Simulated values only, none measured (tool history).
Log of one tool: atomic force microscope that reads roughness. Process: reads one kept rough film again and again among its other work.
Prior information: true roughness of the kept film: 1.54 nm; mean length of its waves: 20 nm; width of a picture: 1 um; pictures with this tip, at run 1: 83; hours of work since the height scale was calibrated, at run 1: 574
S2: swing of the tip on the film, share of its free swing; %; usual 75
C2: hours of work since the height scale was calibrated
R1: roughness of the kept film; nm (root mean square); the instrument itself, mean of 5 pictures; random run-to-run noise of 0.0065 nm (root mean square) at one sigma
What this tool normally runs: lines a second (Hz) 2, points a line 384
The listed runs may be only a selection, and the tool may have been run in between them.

Run 1, hour 0: usual settings; pictures with this tip 83; C2 574. Result: R1 1.248 nm (root mean square).
Run 2, hour 41.4: usual settings; pictures with this tip 122; C2 599. Result: R1 1.237 nm (root mean square).
Run 3, hour 83: usual settings but S2 72 %; pictures with this tip 162; C2 624. Result: R1 1.222 nm (root mean square).
Run 4, hour 147.2: usual settings but S2 72 %; pictures with this tip 224; C2 663. Result: R1 1.203 nm (root mean square).
Run 5, hour 216: usual settings but S2 72 %; pictures with this tip 290; C2 705. Result: R1 1.171 nm (root mean square).
At hour 275.7: new tip fitted.
Run 6, hour 288.7: usual settings but S2 72 %; pictures with this tip 13; C2 749. Result: R1 1.308 nm (root mean square).
Run 7, hour 348.3: usual settings but S2 72 %; pictures with this tip 70; C2 785. Result: R1 1.284 nm (root mean square).
Run 8, hour 406.9: usual settings but S2 72 %; pictures with this tip 126; C2 821. Result: R1 1.252 nm (root mean square).
Run 9, hour 482.2: usual settings but S2 72 %; pictures with this tip 198; C2 866. Result: R1 1.209 nm (root mean square).
Run 10, hour 539.1: usual settings but S2 72 %; pictures with this tip 253; C2 901. Result: R1 1.195 nm (root mean square).
Run 11, hour 609.6: usual settings but points a line 539; pictures with this tip 320; C2 944. Result: R1 1.166 nm (root mean square).
At hour 635.8: new tip fitted.
Run 12, hour 682.9: usual settings but points a line 539; pictures with this tip 45; C2 988. Result: R1 1.294 nm (root mean square).
Run 13, hour 726.8: usual settings but lines a second (Hz) 1.6; pictures with this tip 87; C2 1015. Result: R1 1.277 nm (root mean square).
Run 14, hour 776.4: usual settings but points a line 498; pictures with this tip 135; C2 1045. Result: R1 1.247 nm (root mean square).
Run 15, hour 815.3: usual settings but points a line 498; pictures with this tip 172; C2 1068. Result: R1 1.227 nm (root mean square).
At hour 819.9: height scale calibrated on a step standard.
Run 16, hour 889.6: usual settings but points a line 498; pictures with this tip 242; C2 42. Result: R1 1.188 nm (root mean square).
Run 17, hour 926.5: usual settings but points a line 498; pictures with this tip 278; C2 65. Result: R1 1.172 nm (root mean square).
At hour 989.9: height scale calibrated on a step standard, once more.
Run 18, hour 989.9: usual settings but points a line 498; pictures with this tip 337; C2 0. Result: R1 1.147 nm (root mean square).
At hour 1001.3: new tip fitted.
Run 19, hour 1061.6: usual settings; pictures with this tip 58; C2 43. Result: R1 1.262 nm (root mean square).
Run 20, hour 1120: usual settings; pictures with this tip 114; C2 79. Result: R1 1.239 nm (root mean square).
Run 21, hour 1189.1: usual settings but lines a second (Hz) 0.56, points a line 265; pictures with this tip 180; C2 121. Result: R1 1.264 nm (root mean square).
Run 22, hour 1254.6: usual settings but lines a second (Hz) 1.54, S2 69 %, points a line 657; pictures with this tip 243; C2 161. Result: R1 1.246 nm (root mean square).
Run 23, hour 1298.9: usual settings but lines a second (Hz) 1.54, S2 69 %, points a line 657; pictures with this tip 285; C2 187. Result: R1 1.218 nm (root mean square).
At hour 1362.9: new tip fitted.
Run 24, hour 1374: usual settings but lines a second (Hz) 1.63, S2 69 %, points a line 408; pictures with this tip 11; C2 233. Result: R1 1.346 nm (root mean square).
Run 25, hour 1405.7: usual settings but lines a second (Hz) 0.75, S2 88 %, points a line 632; pictures with this tip 41; C2 252. Result: R1 1.311 nm (root mean square).
Run 26, hour 1466.4: usual settings but lines a second (Hz) 0.75, S2 81 %, points a line 632; pictures with this tip 99; C2 289. Result: R1 1.305 nm (root mean square).
Run 27, hour 1533.3: usual settings but lines a second (Hz) 2.77, S2 71 %, points a line 285; pictures with this tip 163; C2 330. Result: R1 1.187 nm (root mean square).
Run 28, hour 1586.6: usual settings but lines a second (Hz) 2.38, points a line 810; pictures with this tip 214; C2 362. Result: R1 1.194 nm (root mean square).
Run 29, hour 1630.9: usual settings but lines a second (Hz) 0.56, S2 63 %, points a line 370; pictures with this tip 257; C2 389. Result: R1 1.267 nm (root mean square).
Run 30, hour 1686.3: usual settings but lines a second (Hz) 2.86, S2 78 %, points a line 513; pictures with this tip 310; C2 422. Result: R1 1.108 nm (root mean square).
At hour 1723.8: new tip fitted.
Run 31, hour 1729.3: usual settings but lines a second (Hz) 2.86, S2 71 %, points a line 266; pictures with this tip 6; C2 448. Result: R1 1.258 nm (root mean square).
Run 32, hour 1762.9: usual settings but lines a second (Hz) 0.63, S2 69 %, points a line 683; pictures with this tip 38; C2 469. Result: R1 1.363 nm (root mean square).
Run 33, hour 1824.7: usual settings but lines a second (Hz) 1.92, S2 58 %, points a line 924; pictures with this tip 97; C2 506. Result: R1 1.33 nm (root mean square).
Run 34, hour 1873.3: usual settings but lines a second (Hz) 1.92, S2 58 %, points a line 924; pictures with this tip 144; C2 536. Result: R1 1.293 nm (root mean square).
Run 35, hour 1943.2: usual settings but lines a second (Hz) 1.92, S2 58 %, points a line 924; pictures with this tip 211; C2 578. Result: R1 1.278 nm (root mean square).
Run 36, hour 2011.7: usual settings but lines a second (Hz) 1.92, S2 58 %, points a line 924; pictures with this tip 276; C2 620. Result: R1 1.233 nm (root mean square).
Run 37, hour 2043.8: usual settings but lines a second (Hz) 1.07, S2 83 %, points a line 283; pictures with this tip 307; C2 639. Result: R1 1.147 nm (root mean square).
At hour 2088: new tip fitted.
Run 38, hour 2090.9: usual settings but lines a second (Hz) 1.07, S2 83 %, points a line 283; pictures with this tip 3; C2 668. Result: R1 1.292 nm (root mean square).
Run 39, hour 2149.4: usual settings but lines a second (Hz) 1.49, S2 62 %; pictures with this tip 59; C2 703. Result: R1 1.335 nm (root mean square).
Run 40, hour 2226.7: usual settings but lines a second (Hz) 1.49, S2 62 %; pictures with this tip 133; C2 750. Result: R1 1.315 nm (root mean square).

Predict each of these 4 candidate next runs independently; none follows another, all start after run 40:
Run A, hour 2290.7: usual settings but lines a second (Hz) 2.41, S2 76 %, points a line 453; pictures with this tip 194; C2 789. Result: R1 ?.
Run B, hour 2290.7: usual settings but lines a second (Hz) 1.49, S2 64 %; pictures with this tip 194; C2 789. Result: R1 ?.
Run C, hour 2290.7: usual settings but lines a second (Hz) 1.56; pictures with this tip 194; C2 789. Result: R1 ?.
Run D, hour 2290.7: usual settings but lines a second (Hz) 0.79, S2 70 %; pictures with this tip 194; C2 789. Result: R1 ?.

run     R1
  A  1.191
  B  1.262
  C  1.233
  D  1.271
What these runs would have given with no unlogged condition in the tool:
run     R1
  A  1.281
  B  1.356
  C  1.325
  D  1.366

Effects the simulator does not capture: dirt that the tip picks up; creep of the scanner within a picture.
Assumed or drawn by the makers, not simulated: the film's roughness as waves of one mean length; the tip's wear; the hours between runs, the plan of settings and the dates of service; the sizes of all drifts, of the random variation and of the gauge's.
